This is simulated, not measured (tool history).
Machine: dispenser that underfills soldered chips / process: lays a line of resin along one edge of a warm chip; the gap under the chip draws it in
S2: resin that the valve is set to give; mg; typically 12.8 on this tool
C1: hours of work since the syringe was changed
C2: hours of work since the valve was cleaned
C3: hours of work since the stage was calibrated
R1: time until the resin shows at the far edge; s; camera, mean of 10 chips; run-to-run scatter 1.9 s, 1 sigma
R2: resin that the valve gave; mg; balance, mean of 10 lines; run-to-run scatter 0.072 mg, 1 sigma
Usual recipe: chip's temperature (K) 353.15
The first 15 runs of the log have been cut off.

run 16 day=6.288 | chip's_temperature_(K)=348.15 S2=12.8 | C1=5 C2=15 C3=273 | R1=285.2 R2=12.71
-- day=6.383 new syringe of resin
-- day=6.717 new syringe of resin
run 17 day=6.896 | chip's_temperature_(K)=348.15 S2=12.8 | C1=3 C2=26 C3=284 | R1=270.2 R2=12.63
-- day=7.042 new syringe of resin
-- day=7.383 new syringe of resin
run 18 day=7.388 | chip's_temperature_(K)=354.15 S2=15.9 | C1=0 C2=35 C3=293 | R1=166.4 R2=15.73
-- day=7.721 new syringe of resin
run 19 day=7.750 | chip's_temperature_(K)=354.15 S2=15.9 | C1=1 C2=42 C3=300 | R1=170.2 R2=15.46
-- day=8.075 new syringe of resin
run 20 day=8.088 | chip's_temperature_(K)=356.15 S2=12.5 | C1=0 C2=48 C3=306 | R1=161.0 R2=12.12
-- day=8.442 new syringe of resin
run 21 day=8.571 | chip's_temperature_(K)=353.15 S2=13.1 | C1=2 C2=57 C3=315 | R1=205.1 R2=12.77
-- day=8.771 new syringe of resin
run 22 day=8.825 | chip's_temperature_(K)=343.15 S2=12.9 | C1=1 C2=62 C3=320 | R1=268.3 R2=12.53
-- day=9.100 new syringe of resin
run 23 day=9.254 | chip's_temperature_(K)=363.15 S2=16.2 | C1=3 C2=70 C3=328 | R1=144.3 R2=15.50
-- day=9.450 new syringe of resin
-- day=9.788 new syringe of resin
run 24 day=9.812 | chip's_temperature_(K)=342.15 S2=15.9 | C1=0 C2=80 C3=338 | R1=264.4 R2=15.07
-- day=10.125 new syringe of resin
run 25 day=10.129 | chip's_temperature_(K)=342.15 S2=15.9 | C1=0 C2=86 C3=344 | R1=259.8 R2=15.24
-- day=10.483 new syringe of resin
run 26 day=10.583 | chip's_temperature_(K)=357.15 S2=11.6 | C1=2 C2=95 C3=352 | R1=175.5 R2=10.90
-- day=10.825 dispensing valve cleaned and set on the balance
-- day=10.867 new syringe of resin
run 27 day=10.954 | chip's_temperature_(K)=367.15 S2=12.0 | C1=2 C2=2 C3=358 | R1=120.2 R2=12.03
-- day=11.242 new syringe of resin
run 28 day=11.458 | chip's_temperature_(K)=367.15 S2=12.0 | C1=4 C2=12 C3=368 | R1=138.4 R2=11.96
-- day=11.588 new syringe of resin
run 29 day=11.712 | chip's_temperature_(K)=364.15 S2=12.8 | C1=2 C2=16 C3=372 | R1=137.4 R2=12.57
-- day=11.933 new syringe of resin
run 30 day=12.208 | chip's_temperature_(K)=344.15 S2=12.3 | C1=5 C2=26 C3=382 | R1=339.7 R2=11.95
-- day=12.271 new syringe of resin
-- day=12.604 new syringe of resin
run 31 day=12.717 | chip's_temperature_(K)=350.15 S2=13.8 | C1=2 C2=35 C3=391 | R1=215.3 R2=13.54
-- day=12.950 new syringe of resin
run 32 day=13.196 | chip's_temperature_(K)=361.15 S2=11.7 | C1=5 C2=44 C3=400 | R1=176.3 R2=11.39
-- day=13.296 new syringe of resin
run 33 day=13.542 | chip's_temperature_(K)=364.15 S2=12.8 | C1=5 C2=50 C3=406 | R1=156.8 R2=12.43
-- day=13.654 new syringe of resin
-- day=14.012 new syringe of resin
run 34 day=14.050 | chip's_temperature_(K)=364.15 S2=12.8 | C1=1 C2=60 C3=416 | R1=120.4 R2=12.29

Branching from run 34: 4 alternative next runs. What would each branch give?
-- day=14.354 new syringe of resin
run A day=14.375 | chip's_temperature_(K)=352.15 S2=15.7 | C1=0 C2=66 C3=422 | R1=? R2=?
-- day=14.354 new syringe of resin
run B day=14.375 | chip's_temperature_(K)=346.15 S2=12.5 | C1=0 C2=66 C3=422 | R1=? R2=?
-- day=14.354 new syringe of resin
run C day=14.375 | chip's_temperature_(K)=353.15 S2=12.0 | C1=0 C2=66 C3=422 | R1=? R2=?
-- day=14.354 new syringe of resin
run D day=14.375 | chip's_temperature_(K)=345.15 S2=13.4 | C1=0 C2=66 C3=422 | R1=? R2=?

run=A R1=174.8 R2=15.01
run=B R1=226.2 R2=11.96
run=C R1=177.3 R2=11.45
run=D R1=226.6 R2=12.81
With no hidden state in the tool, these same runs would have given:
run=A R1=188.2 R2=15.69
run=B R1=242.9 R2=12.50
run=C R1=189.3 R2=11.97
run=D R1=244.2 R2=13.39
